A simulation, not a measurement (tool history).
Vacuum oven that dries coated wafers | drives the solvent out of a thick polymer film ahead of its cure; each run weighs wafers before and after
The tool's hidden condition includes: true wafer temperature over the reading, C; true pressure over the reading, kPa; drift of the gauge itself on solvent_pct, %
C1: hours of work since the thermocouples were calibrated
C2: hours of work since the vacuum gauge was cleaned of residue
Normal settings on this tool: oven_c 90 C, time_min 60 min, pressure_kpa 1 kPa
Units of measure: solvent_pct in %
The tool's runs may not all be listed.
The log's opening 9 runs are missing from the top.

Run 10, hour 683.1: usual settings but oven_c 104 C; C1 104; C2 1627. Result: solvent_pct 1.51 %.
Run 11, hour 736.8: usual settings but oven_c 104 C; C1 146; C2 1670. Result: solvent_pct 1.56 %.
Run 12, hour 836.4: usual settings but oven_c 104 C; C1 225; C2 1749. Result: solvent_pct 1.57 %.
Run 13, hour 920.4: usual settings but oven_c 104 C; C1 292; C2 1815. Result: solvent_pct 1.56 %.
Run 14, hour 1016.7: usual settings; C1 368; C2 1892. Result: solvent_pct 3.99 %.
Run 15, hour 1069.6: usual settings; C1 410; C2 1934. Result: solvent_pct 4.04 %.
Run 16, hour 1166.5: usual settings; C1 487; C2 2011. Result: solvent_pct 4.06 %.
Run 17, hour 1238.7: usual settings; C1 545; C2 2068. Result: solvent_pct 4.1 %.
Run 18, hour 1341.5: usual settings but pressure_kpa 1.03 kPa; C1 626; C2 2150. Result: solvent_pct 4.12 %.
At hour 1430: oven's thermocouples calibrated.
Run 19, hour 1430: usual settings but oven_c 95 C, time_min 37 min, pressure_kpa 1.01 kPa; C1 0; C2 2218. Result: solvent_pct 5.12 %.
Run 20, hour 1500.4: usual settings but oven_c 95 C, time_min 31 min, pressure_kpa 1.01 kPa; C1 56; C2 2274. Result: solvent_pct 5.93 %.
Run 21, hour 1556.9: usual settings but oven_c 86 C, time_min 82 min, pressure_kpa 1.39 kPa; C1 101; C2 2319. Result: solvent_pct 3.94 %.
Run 22, hour 1616.7: usual settings but oven_c 95 C, time_min 82 min, pressure_kpa 0.89 kPa; C1 148; C2 2367. Result: solvent_pct 2.01 %.
Run 23, hour 1710: usual settings but oven_c 95 C, time_min 82 min, pressure_kpa 0.89 kPa; C1 222; C2 2441. Result: solvent_pct 2.07 %.
Run 24, hour 1773: usual settings but oven_c 104 C, time_min 83 min, pressure_kpa 2.08 kPa; C1 272; C2 2491. Result: solvent_pct 1.35 %.
Run 25, hour 1862: usual settings but oven_c 104 C, time_min 83 min, pressure_kpa 2.08 kPa; C1 343; C2 2561. Result: solvent_pct 1.36 %.
Run 26, hour 1940.4: usual settings but oven_c 104 C, time_min 83 min, pressure_kpa 2.08 kPa; C1 405; C2 2624. Result: solvent_pct 1.35 %.
Run 27, hour 1988.3: usual settings but oven_c 104 C, time_min 83 min, pressure_kpa 2.08 kPa; C1 443; C2 2662. Result: solvent_pct 1.36 %.
Run 28, hour 2058.9: usual settings but oven_c 92 C, time_min 53 min, pressure_kpa 0.77 kPa; C1 499; C2 2718. Result: solvent_pct 4.33 %.
Run 29, hour 2120.9: usual settings but time_min 67 min, pressure_kpa 0.87 kPa; C1 548; C2 2767. Result: solvent_pct 3.81 %.
Run 30, hour 2169.6: usual settings but time_min 67 min, pressure_kpa 0.87 kPa; C1 587; C2 2806. Result: solvent_pct 3.87 %.
Run 31, hour 2243.4: usual settings but time_min 67 min, pressure_kpa 0.87 kPa; C1 646; C2 2864. Result: solvent_pct 3.83 %.

Predict the results of run 32:
At hour 2303.8: oven's thermocouples calibrated.
At hour 2341.4: vacuum gauge cleaned of residue and calibrated.
Run 32, hour 2342.7: usual settings but oven_c 105 C, time_min 35 min, pressure_kpa 1.08 kPa; C1 30; C2 1. Result: solvent_pct ?.

Run 32 measured solvent_pct 3.13 %.
The same run, on a tool lacking any hidden state, would have yielded solvent_pct 3.17 %.
